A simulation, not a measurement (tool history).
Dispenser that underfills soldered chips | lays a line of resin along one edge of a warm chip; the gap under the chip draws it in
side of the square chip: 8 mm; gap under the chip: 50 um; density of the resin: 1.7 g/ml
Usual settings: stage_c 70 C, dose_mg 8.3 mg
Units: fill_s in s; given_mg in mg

run   hour  stage_c  dose_mg  fill_s  given_mg
  1      0       70      8.3    85.8      8.02
         1  -- new syringe of resin
  2    9.7       70      8.3      79      8.11
      13.6  -- new syringe of resin
  3   22.1       70     8.34    80.3      7.91
      26.3  -- new syringe of resin
  4   28.9       70     8.34    64.9      7.88
  5   37.5       70     8.34    87.2      7.95
        39  -- new syringe of resin
  6     51       70     8.34    85.7      7.95
      52.2  -- new syringe of resin
      55.8  -- dispensing valve cleaned and set on the balance
  7   63.7       70    10.02    80.2      9.99
      66.5  -- new syringe of resin
  8   71.8       70    10.02    68.5      9.95
      79.2  -- new syringe of resin
  9   85.9       80     8.42    50.5      8.36
      91.9  -- new syringe of resin
 10   95.8       59     9.72    96.7      9.55
     105.1  -- new syringe of resin
 11    108       67      8.3    69.3      8.16
     118.4  -- new syringe of resin
 12  118.4       58     9.56    90.3      9.29
     131.1  -- new syringe of resin
 13  133.4       74     9.56    54.6       9.3

5 ways to go on from here, each from the tool as it stands after run 13. What would each give?
       144  -- new syringe of resin
  A  145.5       65    10.33       ?         ?
       144  -- new syringe of resin
  B  145.5       61     10.4       ?         ?
       144  -- new syringe of resin
  C  145.5       66     8.54       ?         ?
       144  -- new syringe of resin
  D  145.5       85     8.83       ?         ?
       144  -- new syringe of resin
  E  145.5       84     9.56       ?         ?

run  fill_s  given_mg
  A    71.4      9.99
  B    83.9     10.09
  C    70.8       8.3
  D    36.4      8.52
  E    37.8      9.38
Without the tool's hidden state the same runs would have given:
run  fill_s  given_mg
  A    69.2     10.33
  B    81.3     10.43
  C    68.3      8.58
  D      35      8.81
  E    36.4       9.7

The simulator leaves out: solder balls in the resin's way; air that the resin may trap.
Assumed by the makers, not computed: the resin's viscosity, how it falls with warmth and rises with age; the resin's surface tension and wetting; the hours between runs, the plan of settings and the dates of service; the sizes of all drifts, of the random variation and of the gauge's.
